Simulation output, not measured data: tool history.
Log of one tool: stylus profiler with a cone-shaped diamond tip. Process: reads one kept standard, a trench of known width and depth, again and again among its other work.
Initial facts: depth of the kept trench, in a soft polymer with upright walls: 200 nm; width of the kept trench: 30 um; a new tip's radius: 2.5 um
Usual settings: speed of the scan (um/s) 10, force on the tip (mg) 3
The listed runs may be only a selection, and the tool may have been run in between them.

run     day  speed of the scan (um/s)  force on the tip (mg)  depth of the trench (nm)  width of the trench's floor (um)
  1       0                        10                      3                    203.31                             27.84
  2   1.554                        10                      3                    203.31                             27.84
  3   3.258                        10                      3                    203.28                             27.76
  4   4.842                        10                      3                    203.28                             27.78
  5   6.292                        10                   4.11                     204.1                             27.79
  6   7.812                        10                      3                    203.25                             27.74
  7   9.379                        10                      3                    203.26                             27.68
      9.833  -- height scale calibrated on a step standard
  8  11.842                        10                      3                    203.17                             27.77
  9  13.929                        10                      3                    203.16                             27.71
     14.667  -- height scale calibrated on a step standard, once more
 10  16.129                        10                      3                    203.65                             27.74
 11  17.333                        10                      3                    203.72                             27.73
 12  19.275                         6                      3                    203.68                             27.72
 13  21.567                         6                      3                    203.69                             27.68
 14  24.133                        15                      3                    203.68                             27.71
 15  26.542                        10                      3                    203.63                             27.67
 16  27.808                        10                      3                    203.58                             27.61
 17    30.2                        10                      3                     203.6                             27.69
 18  32.292                        10                      3                     203.6                             27.65
 19  34.046                        10                      3                    203.57                             27.57
 20  36.312                        10                      3                    203.57                             27.61
 21  38.062                        10                      3                    203.55                             27.65
 22  40.471                        10                      3                    203.55                             27.62
 23  42.242                        10                      3                    203.51                             27.65
 24  44.712                        10                      3                    203.47                              27.6
 25  46.192                        17                   5.78                    205.51                              27.6
 26  47.967                         2                   5.26                    205.11                             27.61
 27  50.012                         8                   4.74                    204.76                             27.58
 28  52.242                         8                   4.74                    204.75                             27.57
 29    53.4                         7                   3.12                    203.51                             27.57
 30  54.492                         5                   6.25                    205.75                             27.55
 31  56.675                         2                   1.43                     201.9                             27.55
 32  57.858                         2                   3.68                    203.89                             27.57
 33  59.042                         2                   3.68                    203.88                             27.56
 34  60.162                         4                      3                    203.34                             27.53
 35  62.133                        13                   6.36                    205.75                             27.51
 36  64.154                         6                   1.63                     202.1                             27.49
 37   66.25                         6                   5.57                    205.16                             27.51
     67.046  -- height scale calibrated on a step standard
 38  68.721                         6                   5.57                    205.66                             27.53
 39  70.029                         6                   5.57                    205.69                             27.48
 40  71.458                         6                   5.57                    205.63                             27.53
 41  73.542                         6                   5.57                    205.65                             27.44
 42  75.738                         4                    2.2                    202.99                             27.44
 43  77.962                         2                    2.7                    203.43                             27.48
 44  79.433                         2                    2.7                    203.44                             27.39
 45  81.971                         2                    2.7                    203.41                             27.44

Alternative continuations, all from the tool just after run 45; predict every row:
  A  83.146                         7                   7.19                         ?                                 ?
  B  83.146                        21                   1.12                         ?                                 ?
  C  83.146                        10                   1.24                         ?                                 ?
  D  83.146                        11                   8.37                         ?                                 ?

run  depth of the trench (nm)  width of the trench's floor (um)
  A                    206.57                             27.42
  B                    201.85                             27.34
  C                    202.03                             27.41
  D                    207.28                             27.41
With the hidden condition removed and each run's random variation left untouched, the same runs would have given:
run  depth of the trench (nm)  width of the trench's floor (um)
  A                    206.61                             28.02
  B                    201.89                             27.94
  C                    202.07                             28.01
  D                    207.32                             28.01

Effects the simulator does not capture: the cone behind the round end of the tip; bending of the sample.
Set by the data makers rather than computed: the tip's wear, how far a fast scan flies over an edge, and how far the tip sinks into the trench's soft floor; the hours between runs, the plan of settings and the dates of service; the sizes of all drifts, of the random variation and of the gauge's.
